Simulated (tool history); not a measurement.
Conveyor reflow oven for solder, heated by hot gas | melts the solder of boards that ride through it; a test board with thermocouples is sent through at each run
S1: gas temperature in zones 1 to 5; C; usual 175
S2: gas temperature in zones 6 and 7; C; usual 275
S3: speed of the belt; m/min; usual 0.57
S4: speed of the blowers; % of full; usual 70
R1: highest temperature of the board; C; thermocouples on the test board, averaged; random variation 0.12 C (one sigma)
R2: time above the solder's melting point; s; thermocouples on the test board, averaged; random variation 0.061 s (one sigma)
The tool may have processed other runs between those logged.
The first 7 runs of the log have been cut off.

run,hour,S1,S2,S3,S4,R1,R2
8,96.8,175,275,0.509,63,264.1,70.96
9,113.5,175,275,0.509,63,264.2,71.11
10,132.5,175,275,0.509,63,264,71.01
11,143.8,175,275,0.509,63,264.2,71.12
12,163.6,175,275,0.509,63,264.1,71
# hour 169.3: belt drive overhauled, speed set with a stopwatch
13,188.7,175,275,0.509,63,264.1,70.83
14,207.4,175,275,0.509,63,264.1,70.96
15,215.9,175,275,0.509,63,264,70.96
16,230.3,187,275,0.656,63,258.4,55.29
17,246.4,180,286,0.64,56,265.5,57.56
18,266.9,189,288,0.57,70,276.1,72.38
19,279,170,275,0.464,89,269.3,80.28
20,288.1,170,275,0.464,89,269.4,80.17
21,297.3,170,282,0.616,59,262.7,55.47
22,306.6,170,282,0.616,59,262.7,55.42
23,316.8,170,282,0.616,59,262.6,55.37
24,328,170,282,0.616,59,262.8,55.41
25,337.5,167,287,0.616,59,266.3,56.62
26,358,167,281,0.483,59,269.5,74.96
27,369.3,175,273,0.57,70,260.6,61.29
28,382.3,162,275,0.57,70,260.8,57.49
29,403.2,178,269,0.57,76,258.6,61.44
30,419.4,175,282,0.57,70,268.8,65.29

Forecast each of these 4 alternatives for the next run:
A,430.5,162,282,0.471,70,?,?
B,430.5,175,277,0.57,56,?,?
C,430.5,186,282,0.57,85,?,?
D,430.5,167,283,0.545,70,?,?

run,R1,R2
A,272.7,77.53
B,260.8,60.91
C,272.5,70.22
D,270.1,66.54
Had the tool no hidden state, the same runs would have come out as:
run,R1,R2
A,272.8,77.57
B,260.8,60.96
C,272.6,70.24
D,270.2,66.58
